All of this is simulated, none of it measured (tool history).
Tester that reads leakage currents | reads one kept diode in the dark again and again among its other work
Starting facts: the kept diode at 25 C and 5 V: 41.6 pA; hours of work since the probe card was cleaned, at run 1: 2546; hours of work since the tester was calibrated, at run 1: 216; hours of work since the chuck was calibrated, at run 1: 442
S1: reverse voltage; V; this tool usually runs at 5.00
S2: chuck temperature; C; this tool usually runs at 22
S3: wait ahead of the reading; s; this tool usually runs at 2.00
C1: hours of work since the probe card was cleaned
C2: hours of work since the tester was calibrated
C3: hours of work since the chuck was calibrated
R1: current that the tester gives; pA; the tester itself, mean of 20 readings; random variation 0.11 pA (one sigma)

run	hour	S1	S2	S3	C1	C2	C3	R1
1	0.0	5.00	22	2.00	2546	216	442	44.20
2	47.9	16.67	22	2.00	2573	243	469	85.39
3	93.0	5.00	50	2.00	2598	268	494	248.12
4	125.0	5.00	50	2.00	2616	286	512	248.84
5	151.0	5.00	50	2.00	2630	301	526	248.37
6	200.5	5.00	50	2.00	2658	329	554	248.46
7	248.6	5.00	22	2.00	2685	356	581	44.93
8	291.1	5.00	22	2.00	2709	380	605	45.20
9	336.1	5.00	22	2.00	2734	405	630	45.65
10	370.3	5.00	22	1.14	2753	424	649	46.10
11	396.0	5.00	50	2.00	2768	438	664	251.37
12	416.8	5.00	50	2.00	2779	450	676	252.42
13	455.3	5.00	50	2.00	2801	472	697	254.05
14	503.6	19.68	22	2.00	2828	499	724	99.46
15	524.8	19.68	22	2.00	2840	511	736	99.22
16	551.8	5.00	41	2.00	2855	526	751	147.97
17	583.4	5.00	28	2.00	2873	544	769	66.32
18	619.7	6.14	28	2.00	2893	564	789	73.08
19	657.5	6.14	28	2.00	2914	585	811	73.66
20	705.1	6.14	28	2.00	2941	612	837	73.88
21	731.3	7.43	43	2.00	2956	627	852	197.80
22	757.1	5.00	31	1.01	2970	641	866	81.17
23	785.6	5.00	31	1.01	2986	657	882	81.43
24	820.8	1.52	33	2.27	3006	677	902	55.61
25	850.0	3.24	33	0.32	3022	693	919	78.51
26	889.2	5.00	22	5.79	3044	715	941	46.88
27	914.8	4.53	23	0.77	3059	729	955	49.45
28	948.0	5.12	22	2.00	3077	748	974	48.26
29	987.6	5.00	22	2.84	3100	770	996	47.53
30	1013.7	3.32	31	2.00	3114	785	1010	68.46
31	1036.9	2.07	22	2.00	3127	798	1023	31.46
# hour 1074.6: probe card cleaned and baked
32	1087.0	10.60	36	6.32	7	824	1050	134.21
33	1136.1	10.39	41	4.75	35	852	1077	186.10
34	1156.2	14.61	30	0.54	46	863	1089	107.49
35	1195.4	14.61	30	0.54	68	885	1111	108.29
36	1236.2	2.79	26	3.23	91	908	1133	41.40
37	1261.6	3.13	50	0.71	105	922	1148	212.78
38	1300.5	1.65	21	1.53	127	944	1170	23.74
39	1326.3	2.37	22	0.39	141	959	1184	30.82
40	1374.4	7.86	24	3.11	168	986	1211	53.93

What if the next run were any one of these 3? Each begins from the tool's condition after run 40:
A	1395.5	1.38	22	2.00	180	997	1223	?
B	1395.5	5.00	22	7.11	180	997	1223	?
C	1395.5	2.95	42	0.47	180	997	1223	?

run	R1
A	24.22
B	39.16
C	128.10
What these runs would have given with no unlogged condition in the tool:
run	R1
A	21.03
B	33.70
C	113.69
